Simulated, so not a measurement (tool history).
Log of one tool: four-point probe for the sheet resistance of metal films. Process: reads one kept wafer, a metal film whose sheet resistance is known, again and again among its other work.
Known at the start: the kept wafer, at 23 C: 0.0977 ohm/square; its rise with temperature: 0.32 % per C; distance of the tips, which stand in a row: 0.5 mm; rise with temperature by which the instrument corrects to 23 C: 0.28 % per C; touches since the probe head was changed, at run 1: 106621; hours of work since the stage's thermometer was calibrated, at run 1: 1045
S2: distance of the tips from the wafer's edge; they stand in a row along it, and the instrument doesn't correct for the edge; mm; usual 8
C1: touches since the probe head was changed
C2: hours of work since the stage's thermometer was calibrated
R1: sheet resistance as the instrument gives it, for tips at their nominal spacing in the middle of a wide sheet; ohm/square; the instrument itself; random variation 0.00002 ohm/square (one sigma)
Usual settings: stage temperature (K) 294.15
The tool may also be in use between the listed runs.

Run 1, day 0: usual settings; C1 106621; C2 1045. Result: R1 0.097172 ohm/square.
Run 2, day 2.742: usual settings; C1 108881; C2 1078. Result: R1 0.097186 ohm/square.
Run 3, day 4.883: usual settings but stage temperature (K) 298.15; C1 110650; C2 1104. Result: R1 0.097332 ohm/square.
Run 4, day 8.117: usual settings but stage temperature (K) 298.15; C1 113315; C2 1143. Result: R1 0.097294 ohm/square.
Run 5, day 10.162: usual settings; C1 115003; C2 1168. Result: R1 0.097129 ohm/square.
Run 6, day 12.104: usual settings; C1 116606; C2 1191. Result: R1 0.09707 ohm/square.
Run 7, day 13.854: usual settings; C1 118050; C2 1212. Result: R1 0.097125 ohm/square.
Run 8, day 16.542: usual settings; C1 120268; C2 1245. Result: R1 0.09708 ohm/square.
Run 9, day 18.725: usual settings; C1 122065; C2 1271. Result: R1 0.097072 ohm/square.
Run 10, day 20.992: usual settings; C1 123935; C2 1299. Result: R1 0.097067 ohm/square.
Run 11, day 22.604: usual settings; C1 125266; C2 1318. Result: R1 0.097022 ohm/square.
Run 12, day 25.467: usual settings; C1 127628; C2 1353. Result: R1 0.096994 ohm/square.
Run 13, day 26.833: usual settings but stage temperature (K) 301.15, S2 10 mm; C1 128755; C2 1369. Result: R1 0.097249 ohm/square.
Run 14, day 30.154: usual settings but stage temperature (K) 301.15, S2 10 mm; C1 131493; C2 1409. Result: R1 0.09723 ohm/square.
Run 15, day 32.121: usual settings but stage temperature (K) 302.15; C1 133118; C2 1433. Result: R1 0.097356 ohm/square.
Run 16, day 34.55: usual settings but stage temperature (K) 305.15, S2 4 mm; C1 135120; C2 1463. Result: R1 0.098064 ohm/square.
Run 17, day 37.412: usual settings but stage temperature (K) 305.15, S2 4 mm; C1 137481; C2 1497. Result: R1 0.098014 ohm/square.
Run 18, day 39.071: usual settings but stage temperature (K) 296.15, S2 7 mm; C1 138850; C2 1517. Result: R1 0.097111 ohm/square.
Run 19, day 40.946: usual settings but stage temperature (K) 301.15, S2 3 mm; C1 140398; C2 1540. Result: R1 0.098432 ohm/square.
Run 20, day 44.221: usual settings but stage temperature (K) 303.15, S2 11 mm; C1 143097; C2 1579. Result: R1 0.097194 ohm/square.
Run 21, day 47.483: usual settings but stage temperature (K) 303.15, S2 11 mm; C1 145790; C2 1619. Result: R1 0.097137 ohm/square.
Run 22, day 50.312: usual settings but stage temperature (K) 303.15, S2 11 mm; C1 148121; C2 1653. Result: R1 0.09713 ohm/square.
Run 23, day 53.571: usual settings but stage temperature (K) 302.15, S2 4 mm; C1 150811; C2 1693. Result: R1 0.097768 ohm/square.

Hidden state or all else? Some run-to-run changes of R1, split into what the settings, what came in and random variation would give without the hidden state, and what is left for the hidden state (with any gauge scatter that isn't in both results):
The hidden state here: inner tips' distance over the nominal, %; tips' flats over new ones', %; wafer's true temperature over the reading, C; drift of the gauge itself on sheet_ohm, %.
Run 3 -> 4: no setting changed, nothing entered. R1 -0.000038 ohm/square: hidden state -0.00002, all else -0.000018.
Run 18 -> 19: stage temperature (K) 296.15 -> 301.15, S2 7 -> 3. R1 +0.001321 ohm/square: hidden state -0.00002, all else +0.001341.
Run 19 -> 20: stage temperature (K) 301.15 -> 303.15, S2 3 -> 11. R1 -0.001238 ohm/square: hidden state -0.00001, all else -0.001228.
Run 22 -> 23: stage temperature (K) 303.15 -> 302.15, S2 11 -> 4. R1 +0.000638 ohm/square: hidden state -0.000026, all else +0.000664.

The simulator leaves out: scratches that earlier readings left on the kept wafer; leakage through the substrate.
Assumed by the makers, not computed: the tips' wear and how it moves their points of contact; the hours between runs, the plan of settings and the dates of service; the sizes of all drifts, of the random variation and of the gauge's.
